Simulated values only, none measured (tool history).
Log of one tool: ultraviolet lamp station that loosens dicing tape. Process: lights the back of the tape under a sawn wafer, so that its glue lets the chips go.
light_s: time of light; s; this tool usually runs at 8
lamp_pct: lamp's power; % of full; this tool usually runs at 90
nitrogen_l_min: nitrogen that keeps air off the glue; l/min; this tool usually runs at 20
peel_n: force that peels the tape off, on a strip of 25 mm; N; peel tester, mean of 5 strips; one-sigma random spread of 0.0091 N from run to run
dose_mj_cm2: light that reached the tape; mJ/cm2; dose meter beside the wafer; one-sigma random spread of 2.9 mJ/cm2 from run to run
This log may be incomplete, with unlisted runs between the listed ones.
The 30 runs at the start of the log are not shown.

run,hour,light_s,lamp_pct,nitrogen_l_min,peel_n,dose_mj_cm2
31,1538.1,7,84,7,0.980,345
32,1582.6,7,84,8,0.945,348
33,1643.6,7,84,8,0.937,347
34,1708.9,11,88,8,0.421,563
35,1777.7,11,88,8,0.427,569
36,1841.9,11,80,8,0.521,520
37,1909.0,11,80,8,0.520,514
38,1977.3,9,79,9,0.647,413
39,2025.8,4,74,20,1.336,174
40,2062.0,8,64,12,0.865,302

Below are 5 alternative next runs, each starting from the tool's condition after run 40. Predict each:
A,2107.8,6,84,35,?,?
B,2107.8,12,78,9,?,?
C,2107.8,8,70,12,?,?
D,2107.8,9,98,28,?,?
E,2107.8,8,67,21,?,?

run,peel_n,dose_mj_cm2
A,0.490,296
B,0.422,549
C,0.746,330
D,0.283,521
E,0.570,313
What these runs would have given with no unlogged condition in the tool:
run,peel_n,dose_mj_cm2
A,0.488,297
B,0.420,551
C,0.743,331
D,0.282,523
E,0.568,314
